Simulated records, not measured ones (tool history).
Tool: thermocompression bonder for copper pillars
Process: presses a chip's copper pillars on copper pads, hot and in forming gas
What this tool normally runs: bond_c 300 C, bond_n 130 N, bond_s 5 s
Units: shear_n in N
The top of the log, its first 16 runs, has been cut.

run,hour,bond_c,bond_n,bond_s,shear_n
17,220.1,300,143,5,56.2
18,232.1,300,143,5,55.7
19,242.8,300,130,5,52.2
20,251.6,300,130,5,52.7
21,259.7,274,158,10,56.1
22,269.3,274,158,10,56.5
23,288.7,298,85,7,41.4
24,299,301,90,8,47.3
25,318,300,130,11,65.5
# hour 320.8: force cell calibrated
26,327.6,286,130,7,50.9
27,341.3,286,130,7,50.8
28,359.1,278,115,7,41.8
29,370.9,278,115,7,41.5
30,386.2,303,120,9,61.4
31,394.6,303,120,9,61.7

What does the tool deliver on the next run?
# hour 403.7: force cell calibrated, once more
32,404,300,99,3,?

shear_n: 34.6 N
With no hidden state in the tool, this same run would have given shear_n 34.9 N.
